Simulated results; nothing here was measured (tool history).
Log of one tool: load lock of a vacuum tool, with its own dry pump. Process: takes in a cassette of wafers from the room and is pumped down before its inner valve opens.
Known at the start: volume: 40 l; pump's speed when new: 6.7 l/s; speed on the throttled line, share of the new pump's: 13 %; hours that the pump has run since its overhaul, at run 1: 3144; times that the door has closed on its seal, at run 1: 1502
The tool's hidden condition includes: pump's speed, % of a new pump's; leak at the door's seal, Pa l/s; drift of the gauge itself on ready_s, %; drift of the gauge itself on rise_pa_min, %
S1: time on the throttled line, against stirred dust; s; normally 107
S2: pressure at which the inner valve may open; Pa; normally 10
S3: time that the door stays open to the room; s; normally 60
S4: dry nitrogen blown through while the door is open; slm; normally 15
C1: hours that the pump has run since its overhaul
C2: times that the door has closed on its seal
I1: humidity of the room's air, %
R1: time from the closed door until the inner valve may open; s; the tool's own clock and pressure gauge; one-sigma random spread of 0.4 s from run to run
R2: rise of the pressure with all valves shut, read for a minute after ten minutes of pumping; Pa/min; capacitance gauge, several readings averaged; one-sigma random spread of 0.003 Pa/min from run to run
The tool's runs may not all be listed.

run,hour,S1,S2,S3,S4,C1,C2,I1,R1,R2
1,0.0,107,10,60,15,3144,1502,46.2,149.0,0.035
2,85.3,107,10,60,15,3229,1591,45.4,150.0,0.032
3,144.1,67,10,60,15,3288,1652,46.2,115.1,0.034
4,192.9,67,10,60,15,3337,1703,44.7,114.6,0.032
5,286.6,107,10,60,15,3430,1800,48.5,149.7,0.037
6,335.7,107,10,60,15,3479,1851,44.5,149.7,0.031
7,387.5,107,10,60,15,3531,1905,46.3,149.5,0.037
8,474.5,107,13,60,15,3618,1996,43.8,147.5,0.031
9,539.2,197,13,71,14,3683,2063,44.0,225.2,0.038
10,621.4,107,10,52,5,3765,2148,48.7,150.3,0.047
11,665.8,107,16,107,15,3810,2194,46.9,145.9,0.041
12,768.3,107,16,107,15,3912,2301,43.1,147.0,0.045
13,855.3,180,14,60,16,3999,2391,44.4,209.9,0.037

For run 14, what comes out?
14,949.7,107,10,28,10,4093,2489,44.8,?,?

Run 14 produced R1 149.4 s, R2 0.043 Pa/min.
On a tool with no hidden condition, and with the same random variation, this run would have come out at R1 147.5 s, R2 0.028 Pa/min.
